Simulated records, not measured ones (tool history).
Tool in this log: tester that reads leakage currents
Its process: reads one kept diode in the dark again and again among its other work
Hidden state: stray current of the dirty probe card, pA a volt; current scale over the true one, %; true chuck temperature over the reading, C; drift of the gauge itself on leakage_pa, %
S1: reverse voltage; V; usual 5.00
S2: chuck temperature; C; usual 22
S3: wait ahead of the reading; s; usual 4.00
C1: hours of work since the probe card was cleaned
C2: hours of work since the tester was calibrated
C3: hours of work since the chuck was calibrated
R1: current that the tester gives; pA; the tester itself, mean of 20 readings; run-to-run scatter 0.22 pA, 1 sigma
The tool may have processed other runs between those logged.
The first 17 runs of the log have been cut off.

run	hour	S1	S2	S3	C1	C2	C3	R1
18	563.0	5.00	22	4.00	1749	1182	458	88.40
19	597.3	5.00	22	4.00	1772	1205	482	88.96
20	617.9	5.00	22	4.00	1786	1219	496	89.76
21	649.3	5.00	22	4.00	1807	1240	517	90.18
22	683.3	1.18	23	3.66	1830	1264	540	38.40
23	708.9	1.18	23	3.66	1848	1281	557	38.89
24	738.6	1.18	47	5.64	1868	1301	577	215.06
25	761.4	1.18	49	5.06	1883	1316	593	248.09
26	801.5	1.94	28	0.46	1911	1344	620	77.63
27	842.6	1.94	28	0.46	1938	1372	648	77.69
28	867.5	5.01	32	0.69	1955	1388	665	186.79
29	888.5	1.25	22	4.00	1970	1403	679	38.53
30	917.1	6.84	22	0.92	1989	1422	699	114.59
31	952.6	4.80	33	0.37	2013	1446	723	197.87
32	996.3	4.80	33	0.37	2043	1476	752	198.13
33	1036.4	4.80	33	0.37	2070	1503	779	199.97
34	1067.3	8.99	33	1.59	2091	1524	800	296.60
# hour 1073.3: probe card cleaned and baked
35	1108.7	14.56	22	1.00	24	1550	826	155.72

Consider 5 possible next runs. They are alternatives, not a sequence: every one starts from the tool as it was left by run 35. What does each give?
A	1151.1	1.08	22	7.87	53	1579	855	?
B	1151.1	5.00	32	5.05	53	1579	855	?
C	1151.1	8.91	33	0.38	53	1579	855	?
D	1151.1	3.90	53	0.78	53	1579	855	?
E	1151.1	5.00	22	0.30	53	1579	855	?

run	R1
A	33.18
B	179.42
C	273.61
D	679.11
E	83.40
What these runs would have given with no unlogged condition in the tool:
run	R1
A	28.76
B	156.90
C	239.51
D	604.44
E	72.22
